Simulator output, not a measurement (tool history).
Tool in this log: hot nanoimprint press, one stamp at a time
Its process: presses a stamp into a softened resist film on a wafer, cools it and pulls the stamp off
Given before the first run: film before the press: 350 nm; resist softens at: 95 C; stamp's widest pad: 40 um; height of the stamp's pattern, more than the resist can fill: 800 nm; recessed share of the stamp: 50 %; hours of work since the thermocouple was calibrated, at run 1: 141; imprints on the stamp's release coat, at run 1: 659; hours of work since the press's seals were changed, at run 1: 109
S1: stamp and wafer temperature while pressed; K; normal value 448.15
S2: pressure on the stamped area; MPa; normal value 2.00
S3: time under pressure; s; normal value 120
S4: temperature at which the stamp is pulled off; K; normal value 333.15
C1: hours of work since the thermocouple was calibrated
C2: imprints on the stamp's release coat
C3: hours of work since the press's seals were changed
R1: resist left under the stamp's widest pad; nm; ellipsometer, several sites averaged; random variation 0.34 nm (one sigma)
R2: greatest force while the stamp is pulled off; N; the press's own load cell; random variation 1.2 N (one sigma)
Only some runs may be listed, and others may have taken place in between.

| run | day | S1 | S2 | S3 | S4 | C1 | C2 | C3 | R1 | R2 |
|---|---|---|---|---|---|---|---|---|---|---|
| 1 | 0.000 | 448.15 | 2.00 | 120 | 333.15 | 141 | 659 | 109 | 194.0 | 115 |
| 2 | 0.483 | 448.15 | 2.00 | 120 | 333.15 | 147 | 707 | 116 | 194.2 | 117 |
| 3 | 0.738 | 448.15 | 2.00 | 120 | 338.15 | 151 | 733 | 119 | 194.1 | 110 |
| 4 | 1.188 | 448.15 | 2.00 | 120 | 333.15 | 157 | 779 | 125 | 193.3 | 120 |
|  | 1.675 | stamp cleaned and given a new release coat |
| 5 | 1.846 | 448.15 | 2.00 | 120 | 333.15 | 163 | 17 | 131 | 193.2 | 93 |
| 6 | 2.271 | 448.15 | 2.00 | 120 | 333.15 | 169 | 60 | 137 | 193.7 | 96 |
| 7 | 2.779 | 448.15 | 2.00 | 120 | 333.15 | 176 | 111 | 144 | 192.7 | 96 |
| 8 | 3.296 | 448.15 | 2.00 | 120 | 333.15 | 183 | 163 | 151 | 192.7 | 100 |
| 9 | 3.646 | 448.15 | 2.00 | 120 | 333.15 | 188 | 199 | 156 | 192.5 | 100 |
| 10 | 3.933 | 448.15 | 2.00 | 120 | 333.15 | 192 | 228 | 160 | 192.7 | 100 |
| 11 | 4.275 | 448.15 | 2.00 | 120 | 333.15 | 197 | 262 | 165 | 192.8 | 102 |
| 12 | 4.879 | 448.15 | 2.00 | 120 | 333.15 | 205 | 323 | 173 | 192.0 | 101 |
| 13 | 5.267 | 448.15 | 2.00 | 120 | 333.15 | 210 | 362 | 179 | 192.4 | 103 |
| 14 | 5.867 | 448.15 | 2.00 | 120 | 333.15 | 219 | 423 | 187 | 192.0 | 109 |
| 15 | 6.158 | 440.15 | 2.00 | 69 | 327.15 | 223 | 452 | 191 | 281.4 | 119 |
| 16 | 6.417 | 442.15 | 2.35 | 100 | 322.15 | 226 | 478 | 195 | 235.2 | 130 |
| 17 | 6.979 | 444.15 | 1.31 | 100 | 322.15 | 234 | 535 | 202 | 259.9 | 131 |
| 18 | 7.567 | 448.15 | 2.00 | 126 | 333.15 | 242 | 595 | 211 | 187.8 | 113 |
| 19 | 7.921 | 448.15 | 2.31 | 153 | 320.15 | 247 | 630 | 216 | 165.6 | 140 |
| 20 | 8.346 | 448.15 | 2.31 | 153 | 320.15 | 253 | 673 | 221 | 165.7 | 139 |
| 21 | 8.612 | 440.15 | 1.79 | 108 | 320.15 | 257 | 700 | 225 | 263.2 | 139 |
| 22 | 9.200 | 440.15 | 1.79 | 108 | 320.15 | 265 | 759 | 233 | 263.3 | 144 |
| 23 | 9.508 | 440.15 | 1.79 | 108 | 320.15 | 269 | 790 | 238 | 262.9 | 146 |
|  | 9.854 | stamp cleaned and given a new release coat |
| 24 | 10.121 | 449.15 | 2.89 | 120 | 333.15 | 275 | 27 | 243 | 158.3 | 94 |
| 25 | 10.662 | 436.15 | 2.89 | 120 | 320.15 | 282 | 82 | 250 | 254.6 | 115 |
| 26 | 11.000 | 436.15 | 2.89 | 120 | 320.15 | 287 | 116 | 255 | 255.0 | 115 |
| 27 | 11.496 | 453.15 | 2.89 | 121 | 325.15 | 294 | 166 | 262 | 133.7 | 113 |

Alternative continuations, all from the tool just after run 27; predict every row:
| A | 11.888 | 454.15 | 2.18 | 121 | 328.15 | 299 | 206 | 267 | ? | ? |
| B | 11.888 | 451.15 | 1.85 | 128 | 333.15 | 299 | 206 | 267 | ? | ? |
| C | 11.888 | 452.15 | 1.85 | 91 | 333.15 | 299 | 206 | 267 | ? | ? |

| run | R1 | R2 |
|---|---|---|
| A | 145.1 | 105 |
| B | 171.2 | 99 |
| C | 186.4 | 98 |
What these runs would have given with no unlogged condition in the tool:
| run | R1 | R2 |
|---|---|---|
| A | 151.4 | 100 |
| B | 178.5 | 94 |
| C | 193.7 | 93 |
